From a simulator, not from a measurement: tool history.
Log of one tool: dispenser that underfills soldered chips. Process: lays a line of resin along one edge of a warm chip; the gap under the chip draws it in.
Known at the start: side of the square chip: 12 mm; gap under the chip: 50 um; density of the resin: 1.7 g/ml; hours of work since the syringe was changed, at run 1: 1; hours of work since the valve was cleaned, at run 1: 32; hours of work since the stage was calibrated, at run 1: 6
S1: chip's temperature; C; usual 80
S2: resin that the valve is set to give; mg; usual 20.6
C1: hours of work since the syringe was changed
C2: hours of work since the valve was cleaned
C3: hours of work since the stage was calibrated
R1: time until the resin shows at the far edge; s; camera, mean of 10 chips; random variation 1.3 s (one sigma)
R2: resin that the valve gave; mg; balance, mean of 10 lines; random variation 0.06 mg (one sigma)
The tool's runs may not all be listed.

| run | hour | S1 | S2 | C1 | C2 | C3 | R1 | R2 |
|---|---|---|---|---|---|---|---|---|
| 1 | 0 | 80 | 20.6 | 1 | 32 | 6 | 138.7 | 20.12 |
| 2 | 6.6 | 80 | 20.6 | 6 | 36 | 10 | 163.8 | 20.04 |
| 3 | 12.2 | 80 | 20.6 | 9 | 40 | 14 | 187.5 | 19.98 |
|  | 15 | new syringe of resin |
| 4 | 22.3 | 80 | 20.6 | 5 | 46 | 20 | 154.1 | 19.92 |
| 5 | 29.2 | 80 | 20.6 | 9 | 50 | 25 | 183.5 | 19.96 |
|  | 32 | new syringe of resin |
| 6 | 38.8 | 67 | 20.6 | 4 | 56 | 31 | 264.5 | 19.92 |
| 7 | 47.4 | 67 | 20.6 | 10 | 62 | 36 | 330.2 | 19.87 |
|  | 49.3 | new syringe of resin |
| 8 | 53.7 | 67 | 20.6 | 3 | 66 | 40 | 252.5 | 19.66 |
| 9 | 59.9 | 91 | 19.1 | 7 | 70 | 44 | 112.8 | 18.31 |
|  | 66.3 | new syringe of resin |
| 10 | 68.9 | 83 | 19.1 | 2 | 75 | 50 | 123.6 | 18.17 |
| 11 | 79.4 | 76 | 17.7 | 8 | 82 | 57 | 211.2 | 16.85 |
|  | 83.6 | new syringe of resin |
| 12 | 87.6 | 76 | 23.4 | 3 | 87 | 62 | 165.6 | 22.19 |
| 13 | 93.7 | 76 | 23.4 | 6 | 91 | 65 | 192 | 22.07 |
| 14 | 99.4 | 69 | 26.6 | 10 | 95 | 69 | 286 | 25 |

4 ways to go on from here, each from the tool as it stands after run 14. What would each give?
|  | 101.3 | new syringe of resin |
| A | 107.2 | 72 | 22.6 | 4 | 100 | 74 | ? | ? |
|  | 101.3 | new syringe of resin |
| B | 107.2 | 88 | 26.6 | 4 | 100 | 74 | ? | ? |
|  | 101.3 | new syringe of resin |
| C | 107.2 | 69 | 20.4 | 4 | 100 | 74 | ? | ? |
|  | 101.3 | new syringe of resin |
| D | 107.2 | 77 | 18 | 4 | 100 | 74 | ? | ? |

| run | R1 | R2 |
|---|---|---|
| A | 205.9 | 21.29 |
| B | 108.8 | 24.93 |
| C | 237.3 | 19.22 |
| D | 172.8 | 16.93 |
Without the tool's hidden state the same runs would have given:
| run | R1 | R2 |
|---|---|---|
| A | 179 | 22.64 |
| B | 94.8 | 26.51 |
| C | 205.6 | 20.44 |
| D | 149 | 18 |
